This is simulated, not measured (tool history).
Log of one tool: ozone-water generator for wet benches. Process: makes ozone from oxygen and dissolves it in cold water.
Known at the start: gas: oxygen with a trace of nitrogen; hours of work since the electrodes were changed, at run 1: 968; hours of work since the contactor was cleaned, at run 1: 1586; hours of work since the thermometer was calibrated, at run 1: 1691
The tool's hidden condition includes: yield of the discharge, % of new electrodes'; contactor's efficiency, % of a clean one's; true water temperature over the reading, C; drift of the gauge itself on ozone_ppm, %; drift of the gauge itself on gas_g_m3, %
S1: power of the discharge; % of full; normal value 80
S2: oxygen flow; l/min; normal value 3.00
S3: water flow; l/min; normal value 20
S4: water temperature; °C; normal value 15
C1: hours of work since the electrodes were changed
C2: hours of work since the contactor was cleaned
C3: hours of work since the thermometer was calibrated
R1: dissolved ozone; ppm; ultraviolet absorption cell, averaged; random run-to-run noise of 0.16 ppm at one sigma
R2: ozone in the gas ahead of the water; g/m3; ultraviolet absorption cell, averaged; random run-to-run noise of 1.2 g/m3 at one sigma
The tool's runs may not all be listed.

run,hour,S1,S2,S3,S4,C1,C2,C3,R1,R2
1,0.0,80,3.00,20,15,968,1586,1691,19.1,224.8
2,32.1,80,3.00,20,15,992,1609,1715,19.5,224.9
3,60.9,80,3.00,20,15,1013,1630,1736,19.4,223.3
4,103.0,80,3.00,20,15,1044,1661,1767,19.6,224.5
5,132.5,80,3.00,20,15,1065,1683,1788,19.1,222.9
6,189.2,80,3.00,20,15,1107,1724,1830,19.3,222.7
7,245.0,80,3.00,20,15,1147,1765,1870,19.2,222.0
8,297.4,80,3.00,20,15,1186,1803,1909,19.3,224.0
9,325.0,80,3.00,20,15,1206,1823,1929,19.3,224.3
10,380.9,80,3.00,20,15,1247,1864,1970,19.1,223.8
11,436.3,80,3.00,20,15,1287,1905,2010,19.2,222.3
12,462.9,43,5.39,24,15,1307,1924,2030,12.8,119.0
13,500.6,43,5.39,24,15,1334,1952,2057,12.9,119.8
14,539.0,80,3.00,20,10,1362,1980,2085,20.2,222.7

4 ways to go on from here, each from the tool as it stands after run 14. What would each give?
A,580.8,45,3.00,20,15,1393,2010,2116,?,?
B,580.8,64,4.58,29,15,1393,2010,2116,?,?
C,580.8,51,2.23,25,10,1393,2010,2116,?,?
D,580.8,80,2.85,17,8,1393,2010,2116,?,?

run,R1,R2
A,13.3,156.1
B,13.3,162.7
C,11.0,191.3
D,23.5,227.8
With no hidden state in the tool, these same runs would have given:
run,R1,R2
A,13.9,157.4
B,14.0,164.5
C,11.5,193.2
D,24.6,230.7
